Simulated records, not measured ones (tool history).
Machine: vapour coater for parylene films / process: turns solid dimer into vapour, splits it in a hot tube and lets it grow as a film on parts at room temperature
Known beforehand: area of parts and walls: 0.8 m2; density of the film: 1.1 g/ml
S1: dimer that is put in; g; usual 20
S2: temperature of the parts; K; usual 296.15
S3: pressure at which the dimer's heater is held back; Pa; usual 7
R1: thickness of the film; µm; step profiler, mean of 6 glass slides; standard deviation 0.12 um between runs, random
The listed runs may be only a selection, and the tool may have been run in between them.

{"run": 1, "day": 0.0, "S1": 20, "S2": 296.15, "S3": 7, "R1": 15.47}
{"run": 2, "day": 2.35, "S1": 20, "S2": 296.15, "S3": 7, "R1": 15.18}
{"run": 3, "day": 5.038, "S1": 20, "S2": 296.15, "S3": 8.83, "R1": 14.48}
{"run": 4, "day": 8.188, "S1": 20, "S2": 296.15, "S3": 8.83, "R1": 14.15}
{"run": 5, "day": 10.142, "S1": 20, "S2": 296.15, "S3": 8.83, "R1": 14.57}
{"run": 6, "day": 12.262, "S1": 20, "S2": 296.15, "S3": 8.83, "R1": 14.32}
{"run": 7, "day": 14.971, "S1": 20, "S2": 296.15, "S3": 8.83, "R1": 14.34}
{"run": 8, "day": 17.404, "S1": 20, "S2": 298.15, "S3": 8.83, "R1": 13.74}
{"run": 9, "day": 19.55, "S1": 20, "S2": 298.15, "S3": 8.83, "R1": 13.74}
{"run": 10, "day": 22.75, "S1": 20, "S2": 294.15, "S3": 7, "R1": 15.48}
{"run": 11, "day": 25.7, "S1": 20, "S2": 296.15, "S3": 2.03, "R1": 18.81}
{"run": 12, "day": 27.838, "S1": 20, "S2": 296.15, "S3": 2.03, "R1": 18.61}
{"run": 13, "day": 31.183, "S1": 20, "S2": 296.15, "S3": 2.03, "R1": 18.36}
{"run": 14, "day": 32.921, "S1": 20, "S2": 291.15, "S3": 2.03, "R1": 20.08}
{"day": 34.888, "done": "trap's valve overhauled"}
{"run": 15, "day": 35.967, "S1": 20, "S2": 291.15, "S3": 2.03, "R1": 20.96}
{"run": 16, "day": 37.958, "S1": 20, "S2": 291.15, "S3": 2.03, "R1": 20.95}
{"run": 17, "day": 40.275, "S1": 13, "S2": 296.15, "S3": 7, "R1": 9.82}
{"run": 18, "day": 42.738, "S1": 13, "S2": 296.15, "S3": 7, "R1": 9.89}
{"run": 19, "day": 45.662, "S1": 13, "S2": 296.15, "S3": 7, "R1": 9.83}
{"run": 20, "day": 48.196, "S1": 10, "S2": 296.15, "S3": 2.86, "R1": 9.15}
{"run": 21, "day": 50.071, "S1": 21, "S2": 290.15, "S3": 2.36, "R1": 21.38}
{"run": 22, "day": 51.996, "S1": 20, "S2": 291.15, "S3": 6.18, "R1": 16.69}
{"run": 23, "day": 53.854, "S1": 8, "S2": 305.15, "S3": 2.92, "R1": 6.17}
{"run": 24, "day": 57.05, "S1": 16, "S2": 302.15, "S3": 2.33, "R1": 13.45}
{"run": 25, "day": 58.808, "S1": 16, "S2": 302.15, "S3": 2.33, "R1": 13.5}
{"run": 26, "day": 60.612, "S1": 8, "S2": 302.15, "S3": 5.07, "R1": 5.72}
{"run": 27, "day": 62.517, "S1": 8, "S2": 302.15, "S3": 5.07, "R1": 5.73}
{"run": 28, "day": 65.738, "S1": 8, "S2": 302.15, "S3": 5.07, "R1": 5.69}
{"run": 29, "day": 67.221, "S1": 20, "S2": 302.15, "S3": 2.43, "R1": 16.34}
{"run": 30, "day": 70.521, "S1": 20, "S2": 302.15, "S3": 2.43, "R1": 16.43}
{"run": 31, "day": 72.788, "S1": 20, "S2": 289.15, "S3": 7, "R1": 16.44}
{"day": 74.312, "done": "trap's valve overhauled"}
{"run": 32, "day": 76.204, "S1": 11, "S2": 293.15, "S3": 2.51, "R1": 10.69}
{"run": 33, "day": 78.554, "S1": 11, "S2": 294.15, "S3": 2.51, "R1": 10.59}
{"run": 34, "day": 80.379, "S1": 11, "S2": 294.15, "S3": 2.51, "R1": 10.56}
{"run": 35, "day": 83.712, "S1": 34, "S2": 297.15, "S3": 4.19, "R1": 28.5}

Expected results for the next run?
{"run": 36, "day": 85.45, "S1": 16, "S2": 296.15, "S3": 3.59, "R1": "?"}

R1: 13.9 µm
Were there no unlogged condition in the tool, this run, its random variation unchanged, would have produced R1 13.89 µm.

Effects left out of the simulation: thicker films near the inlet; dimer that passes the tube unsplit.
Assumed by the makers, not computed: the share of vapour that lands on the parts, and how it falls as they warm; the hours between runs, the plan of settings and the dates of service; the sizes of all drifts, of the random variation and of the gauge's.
